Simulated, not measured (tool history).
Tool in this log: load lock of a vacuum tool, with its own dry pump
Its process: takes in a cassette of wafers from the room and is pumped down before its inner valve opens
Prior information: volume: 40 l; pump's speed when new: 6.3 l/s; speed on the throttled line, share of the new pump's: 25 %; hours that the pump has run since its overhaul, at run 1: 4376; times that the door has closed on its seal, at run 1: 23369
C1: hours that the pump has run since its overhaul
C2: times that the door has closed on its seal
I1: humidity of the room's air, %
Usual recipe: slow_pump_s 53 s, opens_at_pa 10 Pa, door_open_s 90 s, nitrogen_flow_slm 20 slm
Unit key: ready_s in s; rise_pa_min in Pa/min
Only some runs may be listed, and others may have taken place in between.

run 1 hour=0 | slow_pump_s=53 opens_at_pa=10 door_open_s=90 nitrogen_flow_slm=20 | C1=4376 C2=23369 | I1=42.1 | ready_s=98.2 rise_pa_min=0.091
run 2 hour=110.5 | slow_pump_s=53 opens_at_pa=10 door_open_s=90 nitrogen_flow_slm=20 | C1=4487 C2=23770 | I1=45.5 | ready_s=98.3 rise_pa_min=0.096
run 3 hour=229.1 | slow_pump_s=53 opens_at_pa=10 door_open_s=90 nitrogen_flow_slm=20 | C1=4606 C2=24201 | I1=46.7 | ready_s=98 rise_pa_min=0.098
run 4 hour=338.1 | slow_pump_s=53 opens_at_pa=10 door_open_s=90 nitrogen_flow_slm=10 | C1=4714 C2=24597 | I1=45 | ready_s=98.8 rise_pa_min=0.108
run 5 hour=443.2 | slow_pump_s=53 opens_at_pa=10 door_open_s=67 nitrogen_flow_slm=10 | C1=4820 C2=24978 | I1=47.5 | ready_s=98.9 rise_pa_min=0.112
run 6 hour=521.4 | slow_pump_s=53 opens_at_pa=10 door_open_s=67 nitrogen_flow_slm=10 | C1=4898 C2=25262 | I1=48.1 | ready_s=97.8 rise_pa_min=0.102
run 7 hour=635.4 | slow_pump_s=53 opens_at_pa=10 door_open_s=67 nitrogen_flow_slm=10 | C1=5012 C2=25676 | I1=42.8 | ready_s=99 rise_pa_min=0.103
run 8 hour=751.8 | slow_pump_s=53 opens_at_pa=10 door_open_s=67 nitrogen_flow_slm=10 | C1=5128 C2=26098 | I1=44.2 | ready_s=98.8 rise_pa_min=0.108
run 9 hour=856.7 | slow_pump_s=53 opens_at_pa=10 door_open_s=90 nitrogen_flow_slm=20 | C1=5233 C2=26480 | I1=45.2 | ready_s=98.3 rise_pa_min=0.102
run 10 hour=926.6 | slow_pump_s=53 opens_at_pa=10 door_open_s=90 nitrogen_flow_slm=20 | C1=5303 C2=26733 | I1=45 | ready_s=99.1 rise_pa_min=0.109
run 11 hour=1053.3 | slow_pump_s=102 opens_at_pa=10 door_open_s=90 nitrogen_flow_slm=20 | C1=5430 C2=27193 | I1=45.5 | ready_s=133.2 rise_pa_min=0.105
run 12 hour=1116.6 | slow_pump_s=102 opens_at_pa=10 door_open_s=90 nitrogen_flow_slm=20 | C1=5493 C2=27423 | I1=47 | ready_s=134.7 rise_pa_min=0.105
run 13 hour=1208.4 | slow_pump_s=102 opens_at_pa=10 door_open_s=90 nitrogen_flow_slm=20 | C1=5585 C2=27756 | I1=46.1 | ready_s=136 rise_pa_min=0.111
run 14 hour=1276.5 | slow_pump_s=38 opens_at_pa=15 door_open_s=90 nitrogen_flow_slm=22 | C1=5653 C2=28004 | I1=43.5 | ready_s=85.7 rise_pa_min=0.113
run 15 hour=1358.8 | slow_pump_s=53 opens_at_pa=20 door_open_s=90 nitrogen_flow_slm=27 | C1=5735 C2=28302 | I1=42.4 | ready_s=94.8 rise_pa_min=0.111
run 16 hour=1440.2 | slow_pump_s=95 opens_at_pa=10 door_open_s=158 nitrogen_flow_slm=23 | C1=5817 C2=28598 | I1=46.3 | ready_s=128.8 rise_pa_min=0.129
run 17 hour=1539.4 | slow_pump_s=95 opens_at_pa=10 door_open_s=158 nitrogen_flow_slm=23 | C1=5916 C2=28958 | I1=45.3 | ready_s=129.1 rise_pa_min=0.128
run 18 hour=1651.9 | slow_pump_s=95 opens_at_pa=8 door_open_s=198 nitrogen_flow_slm=35 | C1=6028 C2=29367 | I1=43.7 | ready_s=130.5 rise_pa_min=0.127
run 19 hour=1713.5 | slow_pump_s=95 opens_at_pa=8 door_open_s=198 nitrogen_flow_slm=35 | C1=6090 C2=29590 | I1=47 | ready_s=130.6 rise_pa_min=0.13
run 20 hour=1785.7 | slow_pump_s=30 opens_at_pa=8 door_open_s=198 nitrogen_flow_slm=10 | C1=6162 C2=29852 | I1=46.6 | ready_s=83.8 rise_pa_min=0.149

Predict each of these 3 candidate next runs independently; none follows another, all start after run 20:
run A hour=1846.9 | slow_pump_s=30 opens_at_pa=13 door_open_s=198 nitrogen_flow_slm=10 | C1=6223 C2=30075 | I1=42.9 | ready_s=? rise_pa_min=?
run B hour=1846.9 | slow_pump_s=57 opens_at_pa=10 door_open_s=101 nitrogen_flow_slm=12 | C1=6223 C2=30075 | I1=45.3 | ready_s=? rise_pa_min=?
run C hour=1846.9 | slow_pump_s=92 opens_at_pa=10 door_open_s=90 nitrogen_flow_slm=18 | C1=6223 C2=30075 | I1=42.9 | ready_s=? rise_pa_min=?

run=A ready_s=80.3 rise_pa_min=0.156
run=B ready_s=102.8 rise_pa_min=0.128
run=C ready_s=127.7 rise_pa_min=0.115
Without the tool's unlogged condition, the same runs would have read:
run=A ready_s=79.5 rise_pa_min=0.072
run=B ready_s=102 rise_pa_min=0.045
run=C ready_s=127.1 rise_pa_min=0.033
